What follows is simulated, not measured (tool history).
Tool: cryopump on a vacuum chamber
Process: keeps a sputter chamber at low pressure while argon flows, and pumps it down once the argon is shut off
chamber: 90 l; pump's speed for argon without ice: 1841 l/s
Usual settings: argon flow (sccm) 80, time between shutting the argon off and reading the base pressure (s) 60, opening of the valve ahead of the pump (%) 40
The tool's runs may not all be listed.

run	hour	argon flow (sccm)	time between shutting the argon off and reading the base pressure (s)	opening of the valve ahead of the pump (%)	pressure while argon flows (Pa)	pressure after the wait (uPa)
1	0	80	60	40	0.2042	1.21
2	25.4	80	60	40	0.2049	1.23
3	40.2	42	60	40	0.1072	1.19
4	62.3	80	60	40	0.2092	1.31
5	74.9	80	60	40	0.2066	1.23
6	87.4	80	60	40	0.2078	1.29
7	100.9	80	60	20	0.3944	1.3
8	119.6	80	60	44	0.1938	1.33
9	137.8	80	60	53	0.1668	1.29
10	164.3	80	60	53	0.1698	1.38
11	178.2	80	60	53	0.1696	1.37
12	204	80	60	53	0.1714	1.38
# hour 224.4: pump warmed up, emptied and cooled again
13	231.2	80	60	53	0.1389	1.15
14	255	80	60	53	0.1415	1.23
15	266.9	80	60	40	0.1867	1.15
16	282.3	80	60	40	0.1866	1.26
17	299.9	80	36	40	0.1888	1.65
18	314	38	36	30	0.1184	1.66
19	335.4	38	36	30	0.1199	1.69
20	347.7	38	36	30	0.1195	1.65
21	368.6	38	36	30	0.1187	1.71
22	393.2	38	36	30	0.1206	1.7
23	414.5	38	36	30	0.119	1.74
24	432.7	38	36	30	0.1197	1.79
25	456.2	148	98	16	0.8657	1.14
26	470.2	121	196	20	0.5704	0.9
27	483.1	47	253	40	0.1163	0.93
28	497.4	47	253	28	0.1612	0.99
29	509.1	86	144	36	0.2336	1.08
30	533	38	68	27	0.1364	1.41
31	547.6	38	68	27	0.1359	1.37
32	566.8	38	68	27	0.1371	1.43
33	587.8	38	68	27	0.1367	1.44
34	606.1	38	68	27	0.1375	1.44

The same runs without the tool's hidden state, with the same run-to-run variation:
The hidden state here: pump's speed, % of a pump's without ice; cold plate's temperature, K; leak into the chamber, uPa l/s; drift of the gauge itself on working_pa, %; drift of the gauge itself on base_upa, %.
run	pressure while argon flows (Pa)	pressure after the wait (uPa)
1	0.1846	0.8
2	0.1837	0.8
3	0.0957	0.76
4	0.1855	0.83
5	0.1825	0.76
6	0.1829	0.8
7	0.3686	0.79
8	0.1669	0.81
9	0.1386	0.76
10	0.1395	0.8
11	0.1385	0.78
12	0.1384	0.77
13	0.1375	0.76
14	0.1391	0.81
15	0.1839	0.75
16	0.1833	0.82
17	0.1847	1.2
18	0.1163	1.2
19	0.1173	1.21
20	0.1167	1.17
21	0.1155	1.21
22	0.1168	1.18
23	0.1148	1.18
24	0.1151	1.21
25	0.8458	0.55
26	0.553	0.32
27	0.1092	0.31
28	0.1536	0.35
29	0.2191	0.44
30	0.1295	0.74
31	0.1286	0.69
32	0.1294	0.73
33	0.1285	0.71
34	0.1288	0.71
